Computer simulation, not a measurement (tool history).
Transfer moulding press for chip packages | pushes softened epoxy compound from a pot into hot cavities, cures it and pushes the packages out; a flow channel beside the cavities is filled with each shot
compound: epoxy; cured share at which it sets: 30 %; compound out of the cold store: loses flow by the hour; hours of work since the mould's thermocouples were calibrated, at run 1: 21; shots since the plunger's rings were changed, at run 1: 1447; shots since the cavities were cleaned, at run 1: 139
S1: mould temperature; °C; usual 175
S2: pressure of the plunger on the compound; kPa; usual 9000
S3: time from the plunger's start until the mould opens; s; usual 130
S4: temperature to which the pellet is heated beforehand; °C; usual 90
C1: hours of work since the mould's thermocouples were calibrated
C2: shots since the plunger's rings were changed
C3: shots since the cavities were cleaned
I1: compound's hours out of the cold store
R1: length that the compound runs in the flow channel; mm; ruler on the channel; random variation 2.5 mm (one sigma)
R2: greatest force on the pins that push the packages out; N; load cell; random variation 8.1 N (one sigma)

{"run": 1, "hour": 0.0, "S1": 175, "S2": 9000, "S3": 130, "S4": 90, "C1": 21, "C2": 1447, "C3": 139, "I1": 44.4, "R1": 589, "R2": 422}
{"run": 2, "hour": 8.7, "S1": 175, "S2": 9000, "S3": 130, "S4": 90, "C1": 27, "C2": 1532, "C3": 224, "I1": 23.2, "R1": 653, "R2": 451}
{"run": 3, "hour": 15.9, "S1": 175, "S2": 9000, "S3": 130, "S4": 90, "C1": 31, "C2": 1601, "C3": 293, "I1": 43.9, "R1": 588, "R2": 476}
{"run": 4, "hour": 26.8, "S1": 175, "S2": 9000, "S3": 161, "S4": 90, "C1": 38, "C2": 1707, "C3": 399, "I1": 29.3, "R1": 635, "R2": 450}
{"run": 5, "hour": 32.8, "S1": 175, "S2": 9000, "S3": 130, "S4": 90, "C1": 42, "C2": 1767, "C3": 459, "I1": 26.7, "R1": 637, "R2": 528}
{"hour": 35.6, "done": "mould's thermocouples calibrated"}
{"run": 6, "hour": 43.3, "S1": 175, "S2": 9000, "S3": 130, "S4": 90, "C1": 5, "C2": 1849, "C3": 541, "I1": 14.9, "R1": 680, "R2": 551}
{"run": 7, "hour": 52.8, "S1": 175, "S2": 9000, "S3": 130, "S4": 90, "C1": 11, "C2": 1941, "C3": 633, "I1": 35.9, "R1": 614, "R2": 552}
{"hour": 58.8, "done": "cavities cleaned with cleaning compound and waxed"}
{"run": 8, "hour": 60.0, "S1": 175, "S2": 9000, "S3": 130, "S4": 90, "C1": 15, "C2": 1997, "C3": 11, "I1": 13.2, "R1": 684, "R2": 383}
{"run": 9, "hour": 66.6, "S1": 175, "S2": 10530, "S3": 130, "S4": 90, "C1": 19, "C2": 2061, "C3": 75, "I1": 21.9, "R1": 706, "R2": 392}
{"run": 10, "hour": 77.3, "S1": 171, "S2": 10620, "S3": 130, "S4": 90, "C1": 26, "C2": 2165, "C3": 179, "I1": 15.6, "R1": 748, "R2": 517}
{"run": 11, "hour": 83.4, "S1": 179, "S2": 8720, "S3": 156, "S4": 87, "C1": 31, "C2": 2225, "C3": 239, "I1": 10.5, "R1": 664, "R2": 404}
{"hour": 90.3, "done": "mould's thermocouples calibrated, once more"}
{"run": 12, "hour": 90.9, "S1": 179, "S2": 8630, "S3": 148, "S4": 87, "C1": 0, "C2": 2279, "C3": 293, "I1": 40.7, "R1": 568, "R2": 418}
{"run": 13, "hour": 99.2, "S1": 179, "S2": 9580, "S3": 116, "S4": 93, "C1": 6, "C2": 2359, "C3": 373, "I1": 34.0, "R1": 619, "R2": 471}

5 ways to go on from here, each from the tool as it stands after run 13. What would each give?
{"run": "A", "hour": 107.6, "S1": 175, "S2": 10020, "S3": 158, "S4": 90, "C1": 11, "C2": 2441, "C3": 455, "I1": 47.2, "R1": "?", "R2": "?"}
{"run": "B", "hour": 107.6, "S1": 179, "S2": 9580, "S3": 116, "S4": 87, "C1": 11, "C2": 2441, "C3": 455, "I1": 31.8, "R1": "?", "R2": "?"}
{"run": "C", "hour": 107.6, "S1": 179, "S2": 9580, "S3": 116, "S4": 90, "C1": 11, "C2": 2441, "C3": 455, "I1": 15.4, "R1": "?", "R2": "?"}
{"run": "D", "hour": 107.6, "S1": 175, "S2": 9000, "S3": 130, "S4": 90, "C1": 11, "C2": 2441, "C3": 455, "I1": 46.9, "R1": "?", "R2": "?"}
{"run": "E", "hour": 107.6, "S1": 173, "S2": 9000, "S3": 156, "S4": 92, "C1": 11, "C2": 2441, "C3": 455, "I1": 40.1, "R1": "?", "R2": "?"}

run=A R1=599 R2=476
run=B R1=620 R2=502
run=C R1=678 R2=510
run=D R1=572 R2=511
run=E R1=596 R2=466
Without the tool's hidden state the same runs would have given:
run=A R1=621 R2=324
run=B R1=642 R2=340
run=C R1=702 R2=345
run=D R1=593 R2=347
run=E R1=617 R2=317
